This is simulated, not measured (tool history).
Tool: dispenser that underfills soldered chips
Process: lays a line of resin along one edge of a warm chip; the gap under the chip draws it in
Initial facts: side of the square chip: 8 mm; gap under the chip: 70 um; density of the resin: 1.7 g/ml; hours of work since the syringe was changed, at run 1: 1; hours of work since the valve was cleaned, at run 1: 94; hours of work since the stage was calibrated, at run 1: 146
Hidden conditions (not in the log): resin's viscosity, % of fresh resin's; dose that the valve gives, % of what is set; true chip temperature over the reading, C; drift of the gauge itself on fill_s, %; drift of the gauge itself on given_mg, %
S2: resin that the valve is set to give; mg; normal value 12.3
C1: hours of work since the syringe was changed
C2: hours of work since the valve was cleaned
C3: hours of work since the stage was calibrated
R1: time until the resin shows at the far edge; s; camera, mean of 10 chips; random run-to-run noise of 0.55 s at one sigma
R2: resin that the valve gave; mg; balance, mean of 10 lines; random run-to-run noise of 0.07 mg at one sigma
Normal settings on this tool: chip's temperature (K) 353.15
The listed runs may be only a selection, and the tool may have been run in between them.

Run 1, hour 0: usual settings; C1 1; C2 94; C3 146. Result: R1 50.3 s, R2 11.77 mg.
Run 2, hour 5.7: usual settings; C1 4; C2 98; C3 149. Result: R1 63.7 s, R2 11.66 mg.
At hour 12.8: new syringe of resin.
Run 3, hour 14.1: usual settings but chip's temperature (K) 352.15; C1 1; C2 103; C3 154. Result: R1 53.1 s, R2 11.63 mg.
Run 4, hour 25.7: usual settings but chip's temperature (K) 352.15; C1 8; C2 110; C3 162. Result: R1 87.5 s, R2 11.62 mg.
At hour 26.9: new syringe of resin.
Run 5, hour 37.5: usual settings but chip's temperature (K) 352.15; C1 7; C2 118; C3 169. Result: R1 78.1 s, R2 11.56 mg.
At hour 41.3: new syringe of resin.
Run 6, hour 45.1: usual settings but chip's temperature (K) 352.15, S2 12.5 mg; C1 2; C2 122; C3 174. Result: R1 58.2 s, R2 11.68 mg.
Run 7, hour 53.5: usual settings but chip's temperature (K) 360.15; C1 8; C2 128; C3 179. Result: R1 64.9 s, R2 11.56 mg.
At hour 55.1: new syringe of resin.
Run 8, hour 62.1: usual settings but chip's temperature (K) 366.15; C1 4; C2 133; C3 184. Result: R1 43.1 s, R2 11.37 mg.
At hour 66.4: dispensing valve cleaned and set on the balance.
At hour 70.5: new syringe of resin.
Run 9, hour 73.8: usual settings but S2 11.9 mg; C1 2; C2 4; C3 191. Result: R1 56.2 s, R2 11.78 mg.
Run 10, hour 80.6: usual settings but chip's temperature (K) 346.15, S2 11.9 mg; C1 6; C2 9; C3 195. Result: R1 94.1 s, R2 11.87 mg.
At hour 84.8: new syringe of resin.
Run 11, hour 91.7: usual settings but chip's temperature (K) 340.15; C1 4; C2 16; C3 202. Result: R1 101.3 s, R2 12.24 mg.
Run 12, hour 97.2: usual settings but S2 15 mg; C1 8; C2 19; C3 205. Result: R1 82 s, R2 14.85 mg.
At hour 98.6: new syringe of resin.
Run 13, hour 105.3: usual settings but S2 15 mg; C1 4; C2 24; C3 210. Result: R1 63.5 s, R2 15 mg.
At hour 113: new syringe of resin.
Run 14, hour 113.8: usual settings but chip's temperature (K) 363.15, S2 15.1 mg; C1 0; C2 29; C3 215. Result: R1 34.6 s, R2 14.75 mg.
Run 15, hour 122.7: usual settings but chip's temperature (K) 344.15, S2 15.1 mg; C1 6; C2 35; C3 221. Result: R1 95.4 s, R2 14.62 mg.
At hour 127: new syringe of resin.
Run 16, hour 133.7: usual settings but chip's temperature (K) 341.15, S2 13.5 mg; C1 4; C2 42; C3 228. Result: R1 97.2 s, R2 13.16 mg.
At hour 141.4: new syringe of resin.
Run 17, hour 145.4: usual settings but chip's temperature (K) 367.15, S2 13.5 mg; C1 3; C2 49; C3 235. Result: R1 36.6 s, R2 13.03 mg.
Run 18, hour 150.1: usual settings but chip's temperature (K) 367.15, S2 14.8 mg; C1 5; C2 52; C3 238. Result: R1 44 s, R2 14.52 mg.
At hour 155.7: new syringe of resin.
Run 19, hour 161.2: usual settings but chip's temperature (K) 360.15; C1 3; C2 59; C3 245. Result: R1 49.7 s, R2 11.83 mg.
At hour 169.7: new syringe of resin.
Run 20, hour 171: usual settings but chip's temperature (K) 340.15, S2 11.2 mg; C1 1; C2 65; C3 251. Result: R1 82.5 s, R2 10.61 mg.
Run 21, hour 181.2: usual settings but chip's temperature (K) 351.15, S2 15.3 mg; C1 7; C2 71; C3 257. Result: R1 82.9 s, R2 14.68 mg.
At hour 184: new syringe of resin.
Run 22, hour 189.3: usual settings but chip's temperature (K) 351.15, S2 15.3 mg; C1 3; C2 76; C3 262. Result: R1 63.5 s, R2 14.61 mg.
At hour 198.3: new syringe of resin.
Run 23, hour 198.6: usual settings but chip's temperature (K) 351.15, S2 15.3 mg; C1 0; C2 82; C3 268. Result: R1 52.5 s, R2 14.56 mg.
Run 24, hour 204.3: usual settings but chip's temperature (K) 346.15, S2 15.3 mg; C1 4; C2 85; C3 272. Result: R1 79.3 s, R2 14.61 mg.
Run 25, hour 210.2: usual settings but chip's temperature (K) 362.15, S2 13 mg; C1 8; C2 89; C3 275. Result: R1 59.8 s, R2 12.4 mg.

What if the next run were any one of these 4? Each begins from the tool's condition after run 25:
At hour 212.2: new syringe of resin.
Run A, hour 221: usual settings but chip's temperature (K) 360.15; C1 6; C2 96; C3 282. Result: R1 ?, R2 ?.
At hour 212.2: new syringe of resin.
Run B, hour 221: usual settings but chip's temperature (K) 345.15, S2 14 mg; C1 6; C2 96; C3 282. Result: R1 ?, R2 ?.
At hour 212.2: new syringe of resin.
Run C, hour 221: usual settings but chip's temperature (K) 339.15; C1 6; C2 96; C3 282. Result: R1 ?, R2 ?.
At hour 212.2: new syringe of resin.
Run D, hour 221: usual settings but chip's temperature (K) 360.15, S2 11.3 mg; C1 6; C2 96; C3 282. Result: R1 ?, R2 ?.

run     R1     R2
  A   55.8  11.55
  B   91.4  13.22
  C  115.9  11.72
  D     58   10.8
What these runs would have given with no unlogged condition in the tool:
run    R1     R2
  A  36.1  12.19
  B    59  13.95
  C  74.1  12.37
  D  37.5  11.39
